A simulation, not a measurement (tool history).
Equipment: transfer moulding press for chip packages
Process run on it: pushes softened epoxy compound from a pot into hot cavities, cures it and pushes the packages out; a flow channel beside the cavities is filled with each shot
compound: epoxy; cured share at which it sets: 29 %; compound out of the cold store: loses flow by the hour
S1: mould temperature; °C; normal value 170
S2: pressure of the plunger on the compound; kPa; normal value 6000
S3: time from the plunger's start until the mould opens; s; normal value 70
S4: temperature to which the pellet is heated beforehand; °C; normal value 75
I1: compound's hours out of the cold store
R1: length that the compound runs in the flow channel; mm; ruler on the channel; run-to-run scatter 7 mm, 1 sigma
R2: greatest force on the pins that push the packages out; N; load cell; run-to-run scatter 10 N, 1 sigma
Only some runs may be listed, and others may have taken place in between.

run 1 hour=0 | S1=170 S2=6000 S3=70 S4=75 | I1=30.1 | R1=737 R2=736
run 2 hour=5.7 | S1=170 S2=6000 S3=70 S4=75 | I1=32.1 | R1=715 R2=765
run 3 hour=12.1 | S1=170 S2=6000 S3=88 S4=75 | I1=32.5 | R1=734 R2=707
run 4 hour=16.3 | S1=170 S2=6000 S3=88 S4=75 | I1=8.3 | R1=800 R2=695
run 5 hour=21.3 | S1=170 S2=6000 S3=88 S4=75 | I1=27.3 | R1=740 R2=699
-- hour=24 cavities cleaned with cleaning compound and waxed
run 6 hour=30.9 | S1=170 S2=6000 S3=88 S4=75 | I1=44.8 | R1=684 R2=480
run 7 hour=36.1 | S1=170 S2=6000 S3=88 S4=75 | I1=23.4 | R1=748 R2=541
run 8 hour=40.2 | S1=170 S2=6000 S3=88 S4=75 | I1=36.4 | R1=714 R2=577
run 9 hour=48.9 | S1=170 S2=6000 S3=70 S4=75 | I1=38.7 | R1=712 R2=695
run 10 hour=55.8 | S1=170 S2=6000 S3=70 S4=75 | I1=33.7 | R1=713 R2=773
run 11 hour=60.7 | S1=170 S2=6000 S3=70 S4=75 | I1=37.2 | R1=704 R2=793
run 12 hour=67.8 | S1=170 S2=6000 S3=70 S4=75 | I1=9.4 | R1=802 R2=837
-- hour=73.4 cavities cleaned with cleaning compound and waxed
run 13 hour=75.7 | S1=170 S2=5770 S3=70 S4=75 | I1=21.7 | R1=743 R2=509
run 14 hour=83.1 | S1=170 S2=5770 S3=70 S4=75 | I1=12 | R1=755 R2=632
run 15 hour=89.4 | S1=170 S2=5770 S3=70 S4=75 | I1=16.1 | R1=739 R2=682
run 16 hour=98.1 | S1=170 S2=5770 S3=70 S4=75 | I1=36.1 | R1=686 R2=714
run 17 hour=102.7 | S1=170 S2=5770 S3=70 S4=75 | I1=8.5 | R1=775 R2=798
run 18 hour=110.6 | S1=170 S2=5770 S3=70 S4=82 | I1=11.5 | R1=757 R2=801
run 19 hour=116.3 | S1=168 S2=4800 S3=109 S4=79 | I1=27.4 | R1=661 R2=700
-- hour=123.1 cavities cleaned with cleaning compound and waxed
run 20 hour=123.2 | S1=168 S2=4800 S3=79 S4=73 | I1=39.1 | R1=627 R2=429
run 21 hour=128.3 | S1=163 S2=4980 S3=50 S4=80 | I1=23.3 | R1=701 R2=1754
run 22 hour=136.7 | S1=176 S2=6000 S3=70 S4=75 | I1=30.7 | R1=696 R2=574
run 23 hour=144.4 | S1=176 S2=6000 S3=70 S4=75 | I1=41 | R1=664 R2=611
run 24 hour=151.5 | S1=176 S2=6120 S3=70 S4=75 | I1=43.6 | R1=655 R2=646
run 25 hour=158.5 | S1=176 S2=6120 S3=70 S4=75 | I1=14.8 | R1=736 R2=677
run 26 hour=167.8 | S1=176 S2=6120 S3=70 S4=83 | I1=12.9 | R1=754 R2=695
-- hour=172.7 cavities cleaned with cleaning compound and waxed
run 27 hour=179.6 | S1=176 S2=6120 S3=70 S4=83 | I1=27.6 | R1=696 R2=491
run 28 hour=189.7 | S1=176 S2=5470 S3=70 S4=65 | I1=40.9 | R1=623 R2=568

Branching from run 28: 4 alternative next runs. What would each branch give?
run A hour=194.3 | S1=170 S2=6000 S3=70 S4=84 | I1=23.3 | R1=? R2=?
run B hour=194.3 | S1=175 S2=6000 S3=70 S4=74 | I1=45.2 | R1=? R2=?
run C hour=194.3 | S1=176 S2=6000 S3=70 S4=75 | I1=45 | R1=? R2=?
run D hour=194.3 | S1=176 S2=5470 S3=70 S4=74 | I1=15.6 | R1=? R2=?

run=A R1=715 R2=705
run=B R1=645 R2=649
run=C R1=646 R2=615
run=D R1=690 R2=615
With no hidden state in the tool, these same runs would have given:
run=A R1=775 R2=455
run=B R1=699 R2=419
run=C R1=700 R2=397
run=D R1=748 R2=394

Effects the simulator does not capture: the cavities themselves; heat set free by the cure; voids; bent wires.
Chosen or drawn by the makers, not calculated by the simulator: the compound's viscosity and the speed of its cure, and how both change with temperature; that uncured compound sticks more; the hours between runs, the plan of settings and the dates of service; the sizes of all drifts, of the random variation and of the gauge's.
